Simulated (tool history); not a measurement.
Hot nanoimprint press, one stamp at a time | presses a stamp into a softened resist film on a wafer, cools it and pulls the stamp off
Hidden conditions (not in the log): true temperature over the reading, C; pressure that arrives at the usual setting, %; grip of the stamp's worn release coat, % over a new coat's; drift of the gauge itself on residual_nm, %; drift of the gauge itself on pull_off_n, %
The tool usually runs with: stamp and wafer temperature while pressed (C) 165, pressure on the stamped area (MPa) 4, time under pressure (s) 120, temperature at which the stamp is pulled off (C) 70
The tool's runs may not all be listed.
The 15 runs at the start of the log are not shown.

| run | hour | stamp and wafer temperature while pressed (C) | pressure on the stamped area (MPa) | time under pressure (s) | temperature at which the stamp is pulled off (C) | hours of work since the thermocouple was calibrated | imprints on the stamp's release coat | hours of work since the press's seals were changed | resist left under the stamp's widest pad (angstrom) | greatest force while the stamp is pulled off (N) |
|---|---|---|---|---|---|---|---|---|---|---|
|  | 487 | stamp cleaned and given a new release coat |
| 16 | 526.5 | 175 | 4 | 120 | 70 | 240 | 144 | 373 | 626 | 245 |
| 17 | 562.6 | 162 | 3.67 | 120 | 70 | 260 | 275 | 392 | 1314 | 239 |
| 18 | 608.3 | 162 | 3.67 | 101 | 69 | 284 | 442 | 417 | 1399 | 248 |
| 19 | 630.7 | 162 | 3.67 | 101 | 69 | 296 | 524 | 429 | 1397 | 258 |
| 20 | 661.7 | 162 | 4.98 | 71 | 69 | 312 | 637 | 445 | 1317 | 265 |
| 21 | 697.3 | 172 | 3.16 | 120 | 61 | 331 | 767 | 464 | 873 | 303 |
| 22 | 731.8 | 172 | 3.16 | 120 | 61 | 349 | 893 | 482 | 870 | 306 |
| 23 | 772.1 | 172 | 3.16 | 120 | 61 | 371 | 1040 | 503 | 871 | 330 |
| 24 | 804.9 | 172 | 3.16 | 120 | 61 | 388 | 1160 | 521 | 875 | 334 |

Forecast run 25:
| 25 | 832.7 | 165 | 5.95 | 120 | 70 | 403 | 1261 | 536 | ? | ? |

resist left under the stamp's widest pad (angstrom): 873
greatest force while the stamp is pulled off (N): 283
Had the tool carried no hidden state, the very same run would have given resist left under the stamp's widest pad (angstrom) 793, greatest force while the stamp is pulled off (N) 224.
